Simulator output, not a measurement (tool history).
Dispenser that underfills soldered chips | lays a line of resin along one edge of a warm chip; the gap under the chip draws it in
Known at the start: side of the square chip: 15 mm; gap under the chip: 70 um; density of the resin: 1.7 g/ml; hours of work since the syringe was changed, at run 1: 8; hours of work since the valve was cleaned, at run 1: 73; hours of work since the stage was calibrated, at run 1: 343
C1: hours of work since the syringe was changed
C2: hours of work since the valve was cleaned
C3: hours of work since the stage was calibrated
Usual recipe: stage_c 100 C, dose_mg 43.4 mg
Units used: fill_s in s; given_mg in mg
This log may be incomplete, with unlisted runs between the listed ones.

Run 1, hour 0.0: usual settings; C1 8; C2 73; C3 343. Result: fill_s 133.8 s, given_mg 41.68 mg.
At hour 2.3: new syringe of resin.
Run 2, hour 14.1: usual settings; C1 8; C2 82; C3 352. Result: fill_s 123.5 s, given_mg 41.51 mg.
At hour 17.2: new syringe of resin.
Run 3, hour 27.5: usual settings; C1 7; C2 90; C3 360. Result: fill_s 117.9 s, given_mg 41.18 mg.
At hour 31.6: new syringe of resin.
Run 4, hour 39.8: usual settings but dose_mg 47.0 mg; C1 5; C2 98; C3 368. Result: fill_s 110.5 s, given_mg 44.60 mg.
At hour 46.7: new syringe of resin.
Run 5, hour 52.4: usual settings but dose_mg 47.0 mg; C1 4; C2 106; C3 376. Result: fill_s 98.0 s, given_mg 44.28 mg.
Run 6, hour 59.7: usual settings but stage_c 96 C; C1 8; C2 111; C3 380. Result: fill_s 147.5 s, given_mg 40.93 mg.
At hour 61.9: new syringe of resin.
At hour 67.0: dispensing valve cleaned and set on the balance.
Run 7, hour 71.4: usual settings; C1 5; C2 3; C3 387. Result: fill_s 109.0 s, given_mg 43.07 mg.
At hour 77.6: new syringe of resin.
Run 8, hour 79.7: usual settings but stage_c 106 C; C1 1; C2 8; C3 392. Result: fill_s 74.5 s, given_mg 43.13 mg.
Run 9, hour 91.6: usual settings; C1 9; C2 15; C3 400. Result: fill_s 139.9 s, given_mg 42.96 mg.
At hour 92.5: new syringe of resin.
Run 10, hour 98.4: usual settings; C1 4; C2 20; C3 404. Result: fill_s 99.1 s, given_mg 42.80 mg.
At hour 107.6: new syringe of resin.
Run 11, hour 112.3: usual settings; C1 3; C2 28; C3 412. Result: fill_s 90.3 s, given_mg 42.59 mg.
At hour 122.0: new syringe of resin.
Run 12, hour 125.0: usual settings; C1 2; C2 36; C3 420. Result: fill_s 86.6 s, given_mg 42.51 mg.
Run 13, hour 131.4: usual settings but dose_mg 41.4 mg; C1 6; C2 40; C3 424. Result: fill_s 115.1 s, given_mg 40.23 mg.
At hour 136.9: new syringe of resin.
Run 14, hour 145.2: usual settings but dose_mg 41.4 mg; C1 5; C2 49; C3 433. Result: fill_s 113.3 s, given_mg 40.18 mg.
At hour 151.4: new syringe of resin.
Run 15, hour 157.7: usual settings but dose_mg 41.4 mg; C1 4; C2 56; C3 441. Result: fill_s 102.1 s, given_mg 39.79 mg.
Run 16, hour 164.5: usual settings but dose_mg 41.4 mg; C1 8; C2 61; C3 445. Result: fill_s 133.1 s, given_mg 39.88 mg.
At hour 166.7: new syringe of resin.
Run 17, hour 174.0: usual settings but stage_c 110 C, dose_mg 47.0 mg; C1 5; C2 67; C3 451. Result: fill_s 79.9 s, given_mg 44.94 mg.
Run 18, hour 180.3: usual settings but stage_c 90 C, dose_mg 41.4 mg; C1 9; C2 71; C3 455. Result: fill_s 181.6 s, given_mg 39.58 mg.
At hour 181.8: new syringe of resin.
Run 19, hour 190.8: usual settings but stage_c 94 C, dose_mg 37.4 mg; C1 6; C2 77; C3 461. Result: fill_s 135.9 s, given_mg 35.85 mg.
At hour 196.4: new syringe of resin.
Run 20, hour 199.4: usual settings but stage_c 94 C, dose_mg 37.4 mg; C1 2; C2 82; C3 467. Result: fill_s 105.9 s, given_mg 35.95 mg.
At hour 211.8: new syringe of resin.
Run 21, hour 213.4: usual settings but stage_c 106 C, dose_mg 42.4 mg; C1 1; C2 91; C3 475. Result: fill_s 71.1 s, given_mg 40.35 mg.
Run 22, hour 225.6: usual settings but stage_c 96 C, dose_mg 37.8 mg; C1 9; C2 99; C3 483. Result: fill_s 158.9 s, given_mg 35.78 mg.
At hour 226.8: new syringe of resin.
Run 23, hour 236.1: usual settings but stage_c 105 C; C1 6; C2 105; C3 489. Result: fill_s 96.8 s, given_mg 40.73 mg.
At hour 241.6: new syringe of resin.
At hour 251.1: dispensing valve cleaned and set on the balance.
Run 24, hour 251.1: usual settings but stage_c 98 C, dose_mg 45.5 mg; C1 5; C2 0; C3 498. Result: fill_s 117.2 s, given_mg 45.56 mg.
At hour 257.8: new syringe of resin.
Run 25, hour 263.9: usual settings but stage_c 93 C, dose_mg 45.6 mg; C1 4; C2 8; C3 506. Result: fill_s 120.0 s, given_mg 45.28 mg.
At hour 272.7: new syringe of resin.
Run 26, hour 274.9: usual settings but stage_c 93 C, dose_mg 45.6 mg; C1 1; C2 15; C3 513. Result: fill_s 104.1 s, given_mg 45.40 mg.
Run 27, hour 285.9: usual settings but stage_c 93 C, dose_mg 45.6 mg; C1 8; C2 22; C3 520. Result: fill_s 160.6 s, given_mg 44.97 mg.
At hour 287.4: new syringe of resin.
Run 28, hour 297.1: usual settings but stage_c 88 C, dose_mg 55.5 mg; C1 6; C2 29; C3 527. Result: fill_s 164.4 s, given_mg 54.87 mg.
At hour 302.8: new syringe of resin.
Run 29, hour 310.8: usual settings but stage_c 98 C, dose_mg 46.1 mg; C1 5; C2 37; C3 535. Result: fill_s 112.8 s, given_mg 45.05 mg.
At hour 317.9: new syringe of resin.
Run 30, hour 317.9: usual settings but dose_mg 47.7 mg; C1 0; C2 41; C3 540. Result: fill_s 74.4 s, given_mg 46.89 mg.
Run 31, hour 326.9: usual settings but stage_c 105 C; C1 6; C2 47; C3 545. Result: fill_s 96.0 s, given_mg 42.26 mg.
At hour 332.4: new syringe of resin.
Run 32, hour 335.4: usual settings but stage_c 112 C; C1 2; C2 52; C3 551. Result: fill_s 63.4 s, given_mg 42.27 mg.

Predict each of these 5 candidate next runs independently; none follows another, all start after run 32:
Run A, hour 345.3: usual settings but stage_c 90 C, dose_mg 48.7 mg; C1 8; C2 59; C3 557. Result: fill_s ?, given_mg ?.
Run B, hour 345.3: usual settings but stage_c 94 C, dose_mg 37.1 mg; C1 8; C2 59; C3 557. Result: fill_s ?, given_mg ?.
Run C, hour 345.3: usual settings but stage_c 86 C, dose_mg 43.2 mg; C1 8; C2 59; C3 557. Result: fill_s ?, given_mg ?.
Run D, hour 345.3: usual settings but stage_c 93 C, dose_mg 55.6 mg; C1 8; C2 59; C3 557. Result: fill_s ?, given_mg ?.
Run E, hour 345.3: usual settings but stage_c 94 C, dose_mg 38.6 mg; C1 8; C2 59; C3 557. Result: fill_s ?, given_mg ?.

run  fill_s  given_mg
  A   173.3     47.13
  B   164.2     35.80
  C   196.2     41.87
  D   161.5     54.07
  E   158.5     37.31
Without the tool's hidden state the same runs would have given:
run  fill_s  given_mg
  A   104.3     48.64
  B    98.3     36.95
  C   118.0     43.22
  D    97.4     55.80
  E    94.8     38.51

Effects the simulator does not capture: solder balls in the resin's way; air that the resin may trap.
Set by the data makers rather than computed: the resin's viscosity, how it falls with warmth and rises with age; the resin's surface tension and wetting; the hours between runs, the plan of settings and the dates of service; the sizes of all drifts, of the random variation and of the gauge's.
